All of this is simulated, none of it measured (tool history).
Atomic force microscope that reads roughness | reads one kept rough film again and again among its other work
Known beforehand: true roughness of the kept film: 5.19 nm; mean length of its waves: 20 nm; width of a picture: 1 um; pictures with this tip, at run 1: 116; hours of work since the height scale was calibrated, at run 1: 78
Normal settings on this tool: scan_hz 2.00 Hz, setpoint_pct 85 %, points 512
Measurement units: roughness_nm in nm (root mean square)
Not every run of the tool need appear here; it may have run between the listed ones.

run	hour	scan_hz	setpoint_pct	points	pictures with this tip	hours of work since the height scale was calibrated	roughness_nm
1	0.0	2.00	85	512	116	78	2.376
2	15.5	2.00	85	512	130	87	2.344
3	23.6	2.00	85	512	137	91	2.309
4	41.5	2.00	85	512	153	100	2.250
5	59.1	2.00	85	512	169	110	2.203
6	67.4	2.00	85	372	177	114	2.143
7	78.8	2.00	85	372	187	120	2.132
8	92.1	2.00	85	372	199	127	2.103
9	109.8	2.00	85	487	214	136	2.063
10	118.4	2.00	85	293	222	141	2.012
11	134.3	2.00	85	316	236	149	1.982
12	149.4	2.00	85	512	250	157	1.963
13	165.6	2.00	74	512	264	166	2.134
# hour 178.8: new tip fitted
14	178.8	2.00	74	512	0	172	3.284
15	195.9	2.00	74	512	15	181	3.202
16	208.9	2.00	74	512	26	188	3.103
17	224.4	2.00	74	512	40	196	3.050
18	240.1	2.00	74	512	54	204	2.983
# hour 242.5: height scale calibrated on a step standard
19	252.8	2.00	74	512	65	5	2.894
20	269.8	2.00	85	512	80	14	2.594
21	282.0	2.00	85	512	91	21	2.545
22	296.2	2.00	85	512	103	28	2.497
23	308.7	2.00	85	512	114	35	2.457
24	317.2	2.91	85	512	122	39	2.217
# hour 320.7: height scale calibrated on a step standard, once more
25	329.3	2.91	85	512	132	5	2.155
26	337.2	2.91	85	512	139	9	2.147
27	349.3	2.00	72	512	150	15	2.565
28	365.8	2.00	71	488	165	24	2.510
29	373.7	2.00	71	488	172	28	2.486
30	388.8	1.41	66	957	185	36	2.608
31	396.3	1.41	57	957	192	40	2.647
32	404.6	1.41	57	957	199	44	2.620
33	419.5	1.41	57	957	212	52	2.571
34	431.4	1.41	57	957	223	58	2.533
35	449.0	1.41	57	957	239	67	2.485
36	463.3	2.00	62	339	252	75	2.342
37	475.2	2.00	85	534	262	81	1.970
38	483.3	2.00	85	534	269	85	1.968
# hour 491.6: new tip fitted
39	496.6	0.73	59	719	5	92	3.643
40	505.7	2.00	85	594	13	97	2.901
41	518.0	1.65	60	731	24	103	3.425
42	528.0	1.65	60	731	33	109	3.361
43	543.4	1.35	64	731	47	117	3.276
44	554.8	0.92	64	719	57	123	3.273
45	567.6	0.92	64	719	68	130	3.223
46	579.4	2.27	90	405	79	136	2.357
47	596.1	1.99	59	1016	94	145	3.015
48	612.8	1.99	59	1016	108	153	2.948
49	623.9	1.99	59	1016	118	159	2.929
50	641.9	1.99	72	1016	134	169	2.649
51	654.7	1.96	70	571	146	175	2.622
52	666.9	2.96	85	512	157	182	2.105
53	680.3	2.96	85	512	169	189	2.055

Selected run-to-run steps in roughness_nm, each split into two signed amounts: the part the tool would show with no hidden state at all (from settings, incoming material and random variation), and the remainder, which goes to the hidden state together with any gauge scatter not common to the measured and the hidden-state-free results:
Unlogged tool condition in this case: radius of the tip, nm; height scale over the true one, %; drift of the gauge itself on roughness_nm, %.
Run 13 -> 14: new tip fitted. roughness_nm +1.150 nm (root mean square): hidden state +1.170, all else -0.020.
Run 38 -> 39: scan_hz 2.00 -> 0.73, setpoint_pct 85 -> 59, points 534 -> 719, new tip fitted. roughness_nm +1.675 nm (root mean square): hidden state +0.972, all else +0.703.
Run 45 -> 46: scan_hz 0.92 -> 2.27, setpoint_pct 64 -> 90, points 719 -> 405. roughness_nm -0.866 nm (root mean square): hidden state +0.074, all else -0.940.
Run 46 -> 47: scan_hz 2.27 -> 1.99, setpoint_pct 90 -> 59, points 405 -> 1016. roughness_nm +0.658 nm (root mean square): hidden state -0.195, all else +0.853.
